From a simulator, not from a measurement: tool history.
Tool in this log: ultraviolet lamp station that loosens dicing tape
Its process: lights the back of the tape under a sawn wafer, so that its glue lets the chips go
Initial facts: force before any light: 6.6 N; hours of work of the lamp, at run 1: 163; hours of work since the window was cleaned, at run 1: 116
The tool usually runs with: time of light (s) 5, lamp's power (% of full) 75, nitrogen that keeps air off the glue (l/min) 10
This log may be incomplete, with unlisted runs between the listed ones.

| run | day | time of light (s) | lamp's power (% of full) | nitrogen that keeps air off the glue (l/min) | hours of work of the lamp | hours of work since the window was cleaned | force that peels the tape off (N) | light that reached the tape (J/m2) |
|---|---|---|---|---|---|---|---|---|
| 1 | 0.000 | 5 | 75 | 10 | 163 | 116 | 0.452 | 4200 |
| 2 | 0.296 | 5 | 75 | 6 | 168 | 121 | 0.711 | 4170 |
| 3 | 0.517 | 5 | 75 | 6 | 173 | 125 | 0.742 | 4140 |
| 4 | 0.854 | 5 | 75 | 6 | 179 | 131 | 0.747 | 4130 |
| 5 | 1.033 | 5 | 75 | 10 | 182 | 135 | 0.467 | 4130 |
| 6 | 1.283 | 5 | 92 | 10 | 187 | 139 | 0.280 | 5080 |
| 7 | 1.558 | 5 | 96 | 10 | 192 | 145 | 0.265 | 5320 |
| 8 | 1.871 | 5 | 75 | 10 | 198 | 150 | 0.474 | 4120 |
| 9 | 2.050 | 5 | 75 | 10 | 201 | 154 | 0.483 | 4050 |
| 10 | 2.258 | 5 | 75 | 4 | 205 | 157 | 1.037 | 4050 |
| 11 | 2.575 | 5 | 75 | 4 | 211 | 163 | 1.054 | 4040 |
| 12 | 2.858 | 5 | 75 | 7 | 216 | 169 | 0.674 | 4040 |
| 13 | 3.129 | 5 | 75 | 7 | 221 | 174 | 0.663 | 4060 |
| 14 | 3.425 | 5 | 75 | 7 | 226 | 179 | 0.690 | 4030 |
| 15 | 3.792 | 5 | 95 | 10 | 233 | 186 | 0.280 | 5040 |
| 16 | 4.142 | 5 | 95 | 10 | 240 | 192 | 0.279 | 5030 |
| 17 | 4.400 | 5 | 95 | 10 | 244 | 197 | 0.283 | 4930 |
| 18 | 4.729 | 5 | 75 | 10 | 250 | 203 | 0.512 | 4000 |
| 19 | 4.979 | 5 | 75 | 10 | 255 | 208 | 0.526 | 3940 |
| 20 | 5.250 | 5 | 80 | 10 | 260 | 213 | 0.449 | 4170 |
| 21 | 5.608 | 5 | 80 | 10 | 267 | 220 | 0.458 | 4220 |
| 22 | 5.858 | 5 | 75 | 13 | 271 | 224 | 0.436 | 3890 |
| 23 | 6.083 | 5 | 75 | 13 | 275 | 228 | 0.442 | 3870 |
| 24 | 6.450 | 5 | 61 | 4 | 282 | 235 | 1.621 | 3120 |
| 25 | 6.833 | 9 | 61 | 20 | 289 | 242 | 0.122 | 5570 |
| 26 | 7.092 | 6 | 85 | 15 | 294 | 247 | 0.179 | 5230 |
| 27 | 7.425 | 5 | 80 | 8 | 300 | 253 | 0.585 | 4080 |
| 28 | 7.667 | 6 | 82 | 16 | 305 | 258 | 0.175 | 4980 |
| 29 | 7.854 | 6 | 93 | 7 | 308 | 261 | 0.308 | 5630 |
| 30 | 8.192 | 6 | 93 | 7 | 315 | 267 | 0.300 | 5620 |
| 31 | 8.500 | 6 | 89 | 10 | 320 | 273 | 0.241 | 5370 |
| 32 | 8.750 | 9 | 62 | 8 | 325 | 278 | 0.268 | 5580 |
| 33 | 8.996 | 9 | 62 | 8 | 329 | 282 | 0.273 | 5540 |
| 34 | 9.288 | 9 | 62 | 8 | 335 | 288 | 0.261 | 5490 |
| 35 | 9.662 | 5 | 81 | 10 | 342 | 295 | 0.519 | 4010 |
| 36 | 10.038 | 4 | 66 | 10 | 349 | 302 | 1.183 | 2630 |
| 37 | 10.429 | 4 | 66 | 10 | 356 | 309 | 1.233 | 2550 |
| 38 | 10.629 | 4 | 75 | 8 | 360 | 312 | 1.123 | 2890 |
| 39 | 10.942 | 3 | 78 | 12 | 365 | 318 | 1.350 | 2300 |
| 40 | 11.208 | 6 | 78 | 12 | 370 | 323 | 0.313 | 4530 |
| 41 | 11.454 | 4 | 92 | 3 | 375 | 328 | 1.488 | 3580 |
| 42 | 11.817 | 2 | 91 | 5 | 382 | 334 | 2.776 | 1720 |
| 43 | 12.050 | 2 | 91 | 5 | 386 | 339 | 2.716 | 1740 |

5 ways to go on from here, each from the tool as it stands after run 43. What would each give?
| A | 12.304 | 3 | 98 | 19 | 391 | 343 | ? | ? |
| B | 12.304 | 6 | 63 | 5 | 391 | 343 | ? | ? |
| C | 12.304 | 2 | 93 | 5 | 391 | 343 | ? | ? |
| D | 12.304 | 2 | 82 | 19 | 391 | 343 | ? | ? |
| E | 12.304 | 5 | 88 | 11 | 391 | 343 | ? | ? |

| run | force that peels the tape off (N) | light that reached the tape (J/m2) |
|---|---|---|
| A | 0.708 | 2810 |
| B | 1.152 | 3600 |
| C | 2.689 | 1780 |
| D | 1.872 | 1540 |
| E | 0.407 | 4240 |
What these runs would have given with no unlogged condition in the tool:
| run | force that peels the tape off (N) | light that reached the tape (J/m2) |
|---|---|---|
| A | 0.383 | 3660 |
| B | 0.685 | 4680 |
| C | 2.053 | 2320 |
| D | 1.283 | 2010 |
| E | 0.207 | 5530 |
